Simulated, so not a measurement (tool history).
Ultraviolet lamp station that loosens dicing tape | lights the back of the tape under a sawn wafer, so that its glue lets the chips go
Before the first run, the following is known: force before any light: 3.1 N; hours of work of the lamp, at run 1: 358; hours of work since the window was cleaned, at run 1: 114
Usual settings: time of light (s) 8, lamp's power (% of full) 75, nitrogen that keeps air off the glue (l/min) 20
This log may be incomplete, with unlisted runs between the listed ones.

| run | hour | time of light (s) | lamp's power (% of full) | nitrogen that keeps air off the glue (l/min) | hours of work of the lamp | hours of work since the window was cleaned | force that peels the tape off (N) | light that reached the tape (J/m2) |
|---|---|---|---|---|---|---|---|---|
| 1 | 0.0 | 8 | 75 | 20 | 358 | 114 | 0.136 | 4620 |
| 2 | 23.2 | 8 | 75 | 20 | 373 | 129 | 0.120 | 4700 |
| 3 | 46.5 | 8 | 88 | 20 | 388 | 144 | 0.085 | 5450 |
| 4 | 60.6 | 4 | 88 | 20 | 397 | 153 | 0.382 | 2710 |
| 5 | 77.5 | 8 | 75 | 20 | 408 | 164 | 0.114 | 4660 |
| 6 | 93.3 | 5 | 75 | 20 | 418 | 175 | 0.339 | 2840 |
| 7 | 108.5 | 5 | 75 | 20 | 428 | 184 | 0.347 | 2840 |
| 8 | 118.2 | 8 | 79 | 20 | 434 | 191 | 0.116 | 4870 |
| 9 | 138.3 | 8 | 75 | 24 | 447 | 204 | 0.114 | 4600 |
| 10 | 150.8 | 8 | 75 | 20 | 455 | 212 | 0.137 | 4520 |
| 11 | 163.7 | 11 | 84 | 10 | 464 | 220 | 0.098 | 6940 |
| 12 | 175.8 | 8 | 60 | 11 | 472 | 228 | 0.359 | 3580 |
| 13 | 189.0 | 4 | 60 | 11 | 480 | 237 | 1.034 | 1820 |
| 14 | 212.3 | 4 | 64 | 15 | 495 | 252 | 0.783 | 1900 |
| 15 | 223.7 | 4 | 64 | 15 | 503 | 259 | 0.803 | 1890 |
| 16 | 247.6 | 4 | 64 | 15 | 518 | 275 | 0.810 | 1900 |
| 17 | 263.0 | 15 | 71 | 12 | 528 | 285 | 0.084 | 7850 |

Results per run with the tool's hidden condition removed, run-to-run variation unchanged:
Hidden state at play: lamp's light, % of a new lamp's; light that the window lets through, % of a clean one's; drift of the gauge itself on peel_n, %; drift of the gauge itself on dose_mj_cm2, %.
| run | force that peels the tape off (N) | light that reached the tape (J/m2) |
|---|---|---|
| 1 | 0.109 | 5280 |
| 2 | 0.093 | 5400 |
| 3 | 0.068 | 6290 |
| 4 | 0.287 | 3140 |
| 5 | 0.083 | 5420 |
| 6 | 0.246 | 3320 |
| 7 | 0.251 | 3340 |
| 8 | 0.089 | 5730 |
| 9 | 0.086 | 5420 |
| 10 | 0.102 | 5360 |
| 11 | 0.075 | 8250 |
| 12 | 0.252 | 4270 |
| 13 | 0.838 | 2170 |
| 14 | 0.604 | 2290 |
| 15 | 0.614 | 2290 |
| 16 | 0.614 | 2310 |
| 17 | 0.073 | 9570 |
